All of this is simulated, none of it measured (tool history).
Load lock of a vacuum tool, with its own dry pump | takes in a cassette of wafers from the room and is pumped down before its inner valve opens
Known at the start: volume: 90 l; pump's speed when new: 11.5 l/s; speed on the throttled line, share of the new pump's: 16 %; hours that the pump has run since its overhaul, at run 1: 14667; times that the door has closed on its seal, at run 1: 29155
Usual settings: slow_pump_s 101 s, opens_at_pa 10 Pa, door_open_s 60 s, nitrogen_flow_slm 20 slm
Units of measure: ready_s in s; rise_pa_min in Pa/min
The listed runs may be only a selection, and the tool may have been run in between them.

run,hour,slow_pump_s,opens_at_pa,door_open_s,nitrogen_flow_slm,hours that the pump has run since its overhaul,times that the door has closed on its seal,"incoming humidity of the room's air, %",ready_s,rise_pa_min
1,0.0,101,10,60,20,14667,29155,45.4,158.6,0.012
2,349.9,101,10,34,20,15016,30747,43.1,156.4,0.012
3,760.0,101,10,60,20,15427,32614,43.8,157.2,0.014
4,1038.8,101,10,60,20,15705,33883,46.4,155.9,0.016
5,1437.9,149,10,60,20,16104,35700,45.2,197.2,0.014
6,1764.6,146,10,60,20,16431,37187,46.1,194.7,0.010
7,2160.6,146,10,60,20,16827,38989,45.7,196.7,0.014
8,2700.9,146,10,117,20,17368,41449,39.3,195.2,0.015
9,3137.0,146,10,117,20,17804,43434,46.2,194.6,0.024
# hour 3323.5: dry pump taken out, an overhauled one fitted
10,3601.9,64,10,60,20,278,45523,44.2,126.5,0.013
11,4151.6,64,10,60,20,828,48025,45.5,125.7,0.016
# hour 4390.6: door's seal changed, seat wiped
12,4527.2,80,10,60,20,1202,622,46.0,140.9,0.017
13,4814.0,101,10,60,20,1489,1928,46.2,157.1,0.016
14,5293.7,101,10,60,20,1969,4111,45.3,155.5,0.015
15,5556.9,78,12,37,5,2232,5309,45.5,136.3,0.022
16,5937.5,78,12,37,5,2612,7041,44.5,135.6,0.018
17,6448.4,101,10,60,42,3123,9367,45.4,157.2,0.008
18,6932.0,101,10,60,42,3607,11568,43.4,155.8,0.007
19,7314.2,59,9,60,19,3989,13308,45.6,122.8,0.012
20,7744.3,51,16,60,16,4419,15266,45.1,110.7,0.014
21,8103.0,158,18,60,16,4778,16899,43.3,200.1,0.018
22,8596.3,191,10,60,37,5271,19144,48.2,233.8,0.007
23,9049.9,191,10,60,37,5725,21209,47.3,234.2,0.011
24,9524.3,191,10,60,37,6199,23368,42.3,230.4,0.012
25,9795.9,191,10,60,37,6471,24605,45.6,232.3,0.002
26,10081.0,101,9,60,7,6756,25902,46.2,158.7,0.021
27,10562.1,101,9,60,7,7237,28092,45.7,159.1,0.024

Consider 3 possible next runs. They are alternatives, not a sequence: every one starts from the tool as it was left by run 27. What does each give?
A,10888.0,101,10,60,20,7563,29576,45.4,?,?
B,10888.0,101,9,60,6,7563,29576,49.7,?,?
C,10888.0,101,17,157,5,7563,29576,45.2,?,?

run,ready_s,rise_pa_min
A,156.0,0.016
B,157.3,0.027
C,152.7,0.054
With the hidden condition removed and each run's random variation left untouched, the same runs would have given:
run,ready_s,rise_pa_min
A,156.0,0.016
B,157.3,0.026
C,152.7,0.053
